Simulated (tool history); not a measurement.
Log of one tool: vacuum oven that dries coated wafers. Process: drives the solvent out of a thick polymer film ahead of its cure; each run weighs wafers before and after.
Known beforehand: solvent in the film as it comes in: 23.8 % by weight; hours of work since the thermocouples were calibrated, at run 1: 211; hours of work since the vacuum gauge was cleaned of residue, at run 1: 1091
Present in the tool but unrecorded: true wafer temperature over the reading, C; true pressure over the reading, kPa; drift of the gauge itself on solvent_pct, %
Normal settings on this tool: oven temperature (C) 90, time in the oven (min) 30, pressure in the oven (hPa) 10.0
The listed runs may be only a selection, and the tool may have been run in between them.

run	day	oven temperature (C)	time in the oven (min)	pressure in the oven (hPa)	hours of work since the thermocouples were calibrated	hours of work since the vacuum gauge was cleaned of residue	solvent left in the film (%)
1	0.000	90	30	10.0	211	1091	2.98
2	1.688	90	30	10.0	242	1122	2.94
3	3.450	90	30	10.0	273	1153	2.95
4	6.204	90	30	10.0	323	1203	2.94
5	9.071	84	30	10.0	374	1254	4.42
6	10.942	84	30	10.0	408	1288	4.38
7	13.321	90	30	10.0	450	1330	2.98
8	15.417	98	30	10.0	488	1368	1.55
9	18.375	98	30	10.0	541	1421	1.56
10	21.092	90	17	10.0	590	1470	6.29
11	22.979	90	17	10.0	624	1504	6.30
12	25.200	90	17	10.0	664	1544	6.24
13	28.217	90	17	10.0	718	1598	6.28
# day 30.796: oven's thermocouples calibrated
14	30.796	90	17	10.0	0	1642	6.30
15	33.171	90	17	10.0	43	1685	6.29
16	35.450	90	28	10.0	83	1726	3.29
17	38.458	90	30	10.0	137	1780	2.99
18	40.529	90	30	10.0	175	1817	3.01
19	43.371	90	30	22.0	226	1868	3.85
20	45.550	90	30	22.0	265	1907	3.86
21	47.279	90	19	22.0	296	1938	6.35
22	49.275	90	19	22.0	331	1974	6.33
23	51.617	90	30	10.0	373	2016	2.98
24	54.238	78	30	29.9	421	2063	8.26
25	55.842	83	29	5.1	449	2092	4.51
26	57.550	83	29	5.1	480	2122	4.51
27	59.996	90	24	10.3	524	2166	4.13
28	61.796	90	24	10.3	556	2198	4.15
# day 63.254: vacuum gauge cleaned of residue and calibrated
29	63.733	91	41	8.5	590	9	1.51
30	65.550	103	42	6.3	622	41	0.45
31	67.212	103	42	6.3	652	71	0.42
32	70.188	80	45	30.6	705	124	5.57
33	71.804	90	20	6.5	735	153	4.96
# day 73.446: oven's thermocouples calibrated
34	74.329	90	30	7.8	16	197	2.82
35	75.971	81	19	17.6	45	227	8.92
36	77.896	81	19	17.6	80	261	8.94
37	80.246	81	19	17.6	122	303	8.87
38	81.521	81	19	17.6	145	326	8.98
39	83.833	75	19	16.0	186	368	10.75
40	85.804	75	19	16.0	222	403	10.80
41	88.700	92	30	10.0	274	455	2.55
42	91.646	92	30	10.0	326	508	2.55
43	94.462	92	30	10.0	377	558	2.51
44	96.558	78	29	29.4	415	596	8.42
45	97.979	78	29	29.4	440	621	8.38
46	100.050	75	41	15.1	477	659	5.91

Entry by entry between the runs, the difference in hidden state between the last listed run before and the first listed run after:
Logged between run 13 and run 14: oven's thermocouples calibrated (day 30.796)
  true wafer temperature over the reading, C: 0.06 -> 0
Logged between run 28 and run 29: vacuum gauge cleaned of residue and calibrated (day 63.254)
  true pressure over the reading, kPa: 0.02 -> 0
Logged between run 33 and run 34: oven's thermocouples calibrated (day 73.446)
  true wafer temperature over the reading, C: 0.03 -> 0.01

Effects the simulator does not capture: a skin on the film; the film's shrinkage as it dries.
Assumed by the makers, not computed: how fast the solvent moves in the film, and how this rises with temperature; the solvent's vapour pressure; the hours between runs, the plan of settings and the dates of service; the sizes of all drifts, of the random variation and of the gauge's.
